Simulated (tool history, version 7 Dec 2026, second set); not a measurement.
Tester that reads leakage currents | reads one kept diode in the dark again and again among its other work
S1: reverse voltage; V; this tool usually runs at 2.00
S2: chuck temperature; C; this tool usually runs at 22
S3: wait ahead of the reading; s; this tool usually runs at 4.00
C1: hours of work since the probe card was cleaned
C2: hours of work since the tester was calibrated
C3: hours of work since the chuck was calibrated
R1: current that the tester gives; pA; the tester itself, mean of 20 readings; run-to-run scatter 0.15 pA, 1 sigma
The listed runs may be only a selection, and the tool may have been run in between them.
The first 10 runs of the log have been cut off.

Run 11, hour 602.9: usual settings but S2 45 C, S3 0.62 s; C1 113; C2 3187; C3 1281. Result: R1 311.38 pA.
At hour 630.2: chuck's temperature calibrated.
Run 12, hour 648.7: usual settings but S2 45 C, S3 0.62 s; C1 148; C2 3222; C3 15. Result: R1 309.81 pA.
Run 13, hour 718.7: usual settings but S3 0.52 s; C1 203; C2 3277; C3 70. Result: R1 46.40 pA.
Run 14, hour 790.8: usual settings but S3 0.52 s; C1 260; C2 3334; C3 127. Result: R1 46.57 pA.
Run 15, hour 854.8: usual settings but S3 0.52 s; C1 311; C2 3385; C3 178. Result: R1 46.34 pA.
Run 16, hour 936.2: usual settings but S3 0.52 s; C1 375; C2 3449; C3 242. Result: R1 46.51 pA.
Run 17, hour 991.2: usual settings but S3 0.52 s; C1 419; C2 3492; C3 285. Result: R1 46.61 pA.
Run 18, hour 1079.0: usual settings but S1 1.21 V, S2 29 C, S3 2.98 s; C1 488; C2 3562; C3 355. Result: R1 63.53 pA.
Run 19, hour 1143.6: usual settings but S1 1.21 V, S2 29 C, S3 2.98 s; C1 539; C2 3613; C3 406. Result: R1 63.88 pA.
Run 20, hour 1223.8: usual settings but S1 1.05 V, S2 29 C, S3 6.60 s; C1 602; C2 3676; C3 469. Result: R1 58.64 pA.
Run 21, hour 1273.4: usual settings but S1 1.05 V, S2 29 C, S3 6.60 s; C1 642; C2 3716; C3 508. Result: R1 58.90 pA.
Run 22, hour 1315.3: usual settings but S1 1.05 V, S2 29 C, S3 6.60 s; C1 675; C2 3749; C3 542. Result: R1 58.83 pA.
Run 23, hour 1398.2: usual settings but S1 17.85 V, S2 28 C, S3 3.93 s; C1 740; C2 3814; C3 607. Result: R1 263.68 pA.
Run 24, hour 1436.1: usual settings but S1 2.28 V, S2 30 C, S3 0.69 s; C1 770; C2 3844; C3 637. Result: R1 100.17 pA.
Run 25, hour 1506.1: usual settings but S1 2.28 V, S2 23 C, S3 0.69 s; C1 826; C2 3900; C3 692. Result: R1 54.65 pA.
Run 26, hour 1564.0: usual settings but S2 38 C; C1 871; C2 3945; C3 738. Result: R1 178.91 pA.
Run 27, hour 1618.3: usual settings but S2 26 C, S3 0.92 s; C1 914; C2 3988; C3 781. Result: R1 65.83 pA.
Run 28, hour 1676.7: usual settings but S1 3.63 V, S2 26 C, S3 0.83 s; C1 961; C2 4034; C3 827. Result: R1 91.79 pA.
Run 29, hour 1756.7: usual settings but S1 2.94 V, S3 4.71 s; C1 1024; C2 4098; C3 891. Result: R1 56.60 pA.
Run 30, hour 1828.2: usual settings but S1 1.62 V, S2 32 C, S3 0.58 s; C1 1080; C2 4154; C3 947. Result: R1 97.74 pA.
Run 31, hour 1910.5: usual settings but S1 1.62 V, S2 32 C, S3 0.58 s; C1 1145; C2 4219; C3 1012. Result: R1 97.26 pA.
Run 32, hour 1963.3: usual settings but S1 1.62 V, S2 35 C, S3 0.49 s; C1 1187; C2 4261; C3 1054. Result: R1 125.95 pA.
Run 33, hour 2020.2: usual settings but S3 3.78 s; C1 1232; C2 4306; C3 1099. Result: R1 45.81 pA.

Branching from run 33: 5 alternative next runs. What would each branch give?
Run A, hour 2071.0: usual settings but S1 1.49 V; C1 1272; C2 4346; C3 1139. Result: R1 ?.
Run B, hour 2071.0: usual settings but S3 5.61 s; C1 1272; C2 4346; C3 1139. Result: R1 ?.
Run C, hour 2071.0: usual settings but S3 0.74 s; C1 1272; C2 4346; C3 1139. Result: R1 ?.
Run D, hour 2071.0: usual settings but S3 2.04 s; C1 1272; C2 4346; C3 1139. Result: R1 ?.
Run E, hour 2071.0: usual settings but S2 32 C, S3 3.78 s; C1 1272; C2 4346; C3 1139. Result: R1 ?.

run      R1
  A   38.76
  B   45.85
  C   46.33
  D   45.96
  E  109.34
The same runs, with their run-to-run variation unchanged, on a tool lacking any hidden condition would have given:
run      R1
  A   38.72
  B   45.80
  C   46.28
  D   45.91
  E  109.25
